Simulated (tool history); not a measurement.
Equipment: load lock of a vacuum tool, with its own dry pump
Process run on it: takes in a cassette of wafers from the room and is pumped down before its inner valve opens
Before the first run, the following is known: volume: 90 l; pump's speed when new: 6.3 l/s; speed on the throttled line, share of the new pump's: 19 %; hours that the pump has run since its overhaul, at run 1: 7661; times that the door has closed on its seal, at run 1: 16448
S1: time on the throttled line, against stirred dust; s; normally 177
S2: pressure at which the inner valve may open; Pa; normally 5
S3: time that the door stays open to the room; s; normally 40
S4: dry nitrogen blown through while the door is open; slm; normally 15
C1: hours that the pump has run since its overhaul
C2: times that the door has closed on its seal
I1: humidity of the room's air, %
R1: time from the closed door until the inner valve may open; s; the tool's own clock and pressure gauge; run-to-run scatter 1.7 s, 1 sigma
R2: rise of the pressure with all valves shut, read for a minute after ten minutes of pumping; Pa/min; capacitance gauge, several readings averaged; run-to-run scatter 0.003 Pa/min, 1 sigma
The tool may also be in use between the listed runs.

run	hour	S1	S2	S3	S4	C1	C2	I1	R1	R2
1	0	177	5	40	15	7661	16448	42.9	305.4	0.121
2	196.9	177	5	40	15	7858	17421	50	309.2	0.136
3	435.7	177	5	40	15	8097	18600	42.3	304.7	0.136
4	712.3	136	5	40	15	8373	19966	43.7	272.3	0.154
5	991.7	177	4	40	15	8652	21346	43.5	314.5	0.171
6	1360	177	4	40	15	9021	23166	49.2	311.7	0.205
7	1691.1	177	4	40	15	9352	24801	45.7	313.1	0.212
8	2009	177	4	40	15	9670	26371	45.3	313.9	0.222
9	2453.5	124	5	92	9	10114	28567	45.6	269.3	0.282
# hour 2638.3: door's seal changed, seat wiped
10	2651.8	177	8	217	15	10311	67	47.5	300	0.063
11	3070.2	96	8	40	26	10729	2133	44.5	238.7	0.03
12	3419.2	96	8	40	26	11078	3857	46.1	239.9	0.035
13	3648.6	96	8	40	26	11308	4990	46.2	241.2	0.045
14	3927.9	96	8	47	6	11587	6369	44.2	242.7	0.058
15	4295.5	96	8	47	6	11955	8185	44.4	242.4	0.072
16	4613.2	119	4	47	6	12272	9755	47.1	276.1	0.079

Hidden state at the last listed run before each entry between runs and at the first one after, where it differs:
Runs 9 to 10: door's seal changed, seat wiped (hour 2638.3)
  pump's speed, % of a new pump's: 83.9 -> 83.6; leak at the door's seal, Pa l/s: 0.3466 -> 0.0029
  difference, measured minus the result without the unlogged condition, R1: +23.9 -> +20.6 s; R2: +0.231 -> +0.001 Pa/min
